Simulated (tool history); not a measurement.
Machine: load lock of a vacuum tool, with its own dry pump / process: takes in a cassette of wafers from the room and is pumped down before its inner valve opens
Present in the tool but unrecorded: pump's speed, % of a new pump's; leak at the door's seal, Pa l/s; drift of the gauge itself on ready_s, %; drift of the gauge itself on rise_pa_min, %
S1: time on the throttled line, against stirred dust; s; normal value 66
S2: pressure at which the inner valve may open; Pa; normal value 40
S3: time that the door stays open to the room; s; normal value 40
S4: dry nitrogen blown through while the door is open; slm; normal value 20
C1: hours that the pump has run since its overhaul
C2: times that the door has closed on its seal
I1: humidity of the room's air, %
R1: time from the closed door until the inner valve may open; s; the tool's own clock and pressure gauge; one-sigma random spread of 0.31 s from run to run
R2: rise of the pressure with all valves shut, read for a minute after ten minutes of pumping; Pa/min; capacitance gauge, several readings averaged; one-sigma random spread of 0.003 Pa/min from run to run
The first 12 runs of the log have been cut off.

run 13 hour=3476.5 | S1=66 S2=68 S3=40 S4=14 | C1=14909 C2=12011 | I1=47.2 | R1=117.1 R2=0.163
run 14 hour=3814.6 | S1=66 S2=68 S3=40 S4=14 | C1=15248 C2=13470 | I1=42.4 | R1=117.1 R2=0.192
run 15 hour=4162.9 | S1=66 S2=68 S3=40 S4=14 | C1=15596 C2=14974 | I1=48.1 | R1=117.5 R2=0.22
run 16 hour=4457.5 | S1=66 S2=40 S3=40 S4=20 | C1=15890 C2=16245 | I1=39.4 | R1=121.7 R2=0.255
run 17 hour=4645.5 | S1=66 S2=40 S3=40 S4=20 | C1=16078 C2=17057 | I1=46.5 | R1=121.5 R2=0.268
run 18 hour=4986.8 | S1=66 S2=40 S3=40 S4=20 | C1=16420 C2=18530 | I1=46 | R1=122.4 R2=0.308
run 19 hour=5217.6 | S1=66 S2=40 S3=40 S4=20 | C1=16651 C2=19526 | I1=45 | R1=122.2 R2=0.334
run 20 hour=5421.6 | S1=72 S2=79 S3=81 S4=20 | C1=16855 C2=20407 | I1=43.9 | R1=121.9 R2=0.368
run 21 hour=5582.8 | S1=66 S2=72 S3=40 S4=20 | C1=17016 C2=21102 | I1=44.8 | R1=117.3 R2=0.372
run 22 hour=5808.2 | S1=66 S2=53 S3=40 S4=29 | C1=17241 C2=22075 | I1=43.5 | R1=119.6 R2=0.413
run 23 hour=5982.1 | S1=109 S2=40 S3=40 S4=29 | C1=17415 C2=22826 | I1=44 | R1=156.6 R2=0.426
run 24 hour=6171.9 | S1=109 S2=40 S3=40 S4=29 | C1=17605 C2=23645 | I1=42 | R1=156.2 R2=0.454
run 25 hour=6457.2 | S1=109 S2=40 S3=40 S4=29 | C1=17890 C2=24877 | I1=45.9 | R1=156.2 R2=0.485
run 26 hour=6775.2 | S1=109 S2=33 S3=49 S4=11 | C1=18208 C2=26249 | I1=44 | R1=158 R2=0.538
-- hour=7027.5 door's seal changed, seat wiped
run 27 hour=7064.1 | S1=35 S2=40 S3=40 S4=18 | C1=18496 C2=159 | I1=43.1 | R1=98.9 R2=0.013
run 28 hour=7333.6 | S1=35 S2=61 S3=40 S4=18 | C1=18765 C2=1322 | I1=49 | R1=95.4 R2=0.021
run 29 hour=7658.9 | S1=35 S2=50 S3=39 S4=7 | C1=19090 C2=2726 | I1=43.1 | R1=97 R2=0.033
run 30 hour=7988.3 | S1=35 S2=50 S3=39 S4=7 | C1=19420 C2=4148 | I1=42.8 | R1=97 R2=0.049
run 31 hour=8196 | S1=66 S2=36 S3=40 S4=4 | C1=19627 C2=5044 | I1=48.3 | R1=124.5 R2=0.063
run 32 hour=8491.1 | S1=33 S2=40 S3=40 S4=20 | C1=19923 C2=6317 | I1=47.2 | R1=97.6 R2=0.067
run 33 hour=8640.1 | S1=66 S2=40 S3=49 S4=11 | C1=20072 C2=6961 | I1=42.4 | R1=123.4 R2=0.084
run 34 hour=8928.7 | S1=66 S2=40 S3=49 S4=11 | C1=20360 C2=8206 | I1=46.9 | R1=123.8 R2=0.098
run 35 hour=9087.3 | S1=66 S2=40 S3=134 S4=25 | C1=20519 C2=8891 | I1=45.2 | R1=123.6 R2=0.11
run 36 hour=9434.9 | S1=37 S2=68 S3=116 S4=7 | C1=20866 C2=10391 | I1=42.8 | R1=96.2 R2=0.151
run 37 hour=9691.1 | S1=37 S2=68 S3=116 S4=7 | C1=21123 C2=11497 | I1=45.1 | R1=96.5 R2=0.175

Forecast each of these 3 alternatives for the next run:
run A hour=9892.2 | S1=37 S2=68 S3=116 S4=14 | C1=21324 C2=12365 | I1=45.5 | R1=? R2=?
run B hour=9892.2 | S1=37 S2=68 S3=46 S4=7 | C1=21324 C2=12365 | I1=43.8 | R1=? R2=?
run C hour=9892.2 | S1=66 S2=45 S3=40 S4=20 | C1=21324 C2=12365 | I1=46.6 | R1=? R2=?

run=A R1=96.8 R2=0.181
run=B R1=96.3 R2=0.184
run=C R1=123.3 R2=0.179
With no hidden state in the tool, these same runs would have given:
run=A R1=90 R2=0.019
run=B R1=89.4 R2=0.019
run=C R1=116.7 R2=0.017
